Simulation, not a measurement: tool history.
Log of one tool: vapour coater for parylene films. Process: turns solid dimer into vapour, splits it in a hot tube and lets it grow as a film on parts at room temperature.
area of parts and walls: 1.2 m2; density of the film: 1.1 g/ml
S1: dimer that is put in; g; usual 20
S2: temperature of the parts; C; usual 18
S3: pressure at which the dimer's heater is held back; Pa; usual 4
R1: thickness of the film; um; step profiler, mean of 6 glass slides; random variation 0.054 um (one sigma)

| run | day | S1 | S2 | S3 | R1 |
|---|---|---|---|---|---|
| 1 | 0 | 20 | 18 | 4 | 9.1 |
| 2 | 2.354 | 20 | 18 | 4 | 9.11 |
| 3 | 4.112 | 20 | 18 | 4 | 9.16 |
| 4 | 6.833 | 20 | 18 | 4 | 8.93 |
| 5 | 9.488 | 20 | 18 | 4 | 9.17 |
| 6 | 11.233 | 20 | 18 | 4 | 9.06 |
| 7 | 12.921 | 20 | 18 | 4 | 9 |
| 8 | 15.8 | 20 | 18 | 4 | 9.03 |
| 9 | 17.775 | 20 | 18 | 4 | 9.05 |
| 10 | 20.546 | 20 | 18 | 4 | 9.01 |
| 11 | 23.421 | 20 | 18 | 4 | 9.02 |
| 12 | 25.079 | 20 | 18 | 4 | 8.92 |
| 13 | 26.517 | 20 | 18 | 4 | 9.04 |
| 14 | 28.579 | 20 | 27 | 2.59 | 6.53 |
| 15 | 30.808 | 27 | 21 | 3.1 | 11.17 |
| 16 | 32.779 | 26 | 21 | 2.03 | 11.67 |
| 17 | 34.408 | 31 | 11 | 2.87 | 20.47 |
| 18 | 35.779 | 31 | 11 | 2.87 | 20.51 |
| 19 | 37.038 | 27 | 18 | 2.29 | 13.7 |
| 20 | 38.729 | 27 | 18 | 2.29 | 13.65 |
| 21 | 41.171 | 20 | 11 | 3.68 | 12.51 |
| 22 | 42.517 | 20 | 11 | 3.68 | 12.46 |
| 23 | 45.167 | 11 | 12 | 3.68 | 6.78 |

Not shown: 2 entries that the log had between the listed runs. Between which runs, and how does the tool's hidden state differ before and after?
Between runs 22 and 23: trap's valve overhauled (day 43.075); gauge calibrated (day 43.292)
  vapour lost through the trap's worn valve, %: 0.5 -> 0; drift of the gauge itself on film_um, %: -2.93 -> -0.13
  measured less the result without the state, R1: -0.42 -> +0 um

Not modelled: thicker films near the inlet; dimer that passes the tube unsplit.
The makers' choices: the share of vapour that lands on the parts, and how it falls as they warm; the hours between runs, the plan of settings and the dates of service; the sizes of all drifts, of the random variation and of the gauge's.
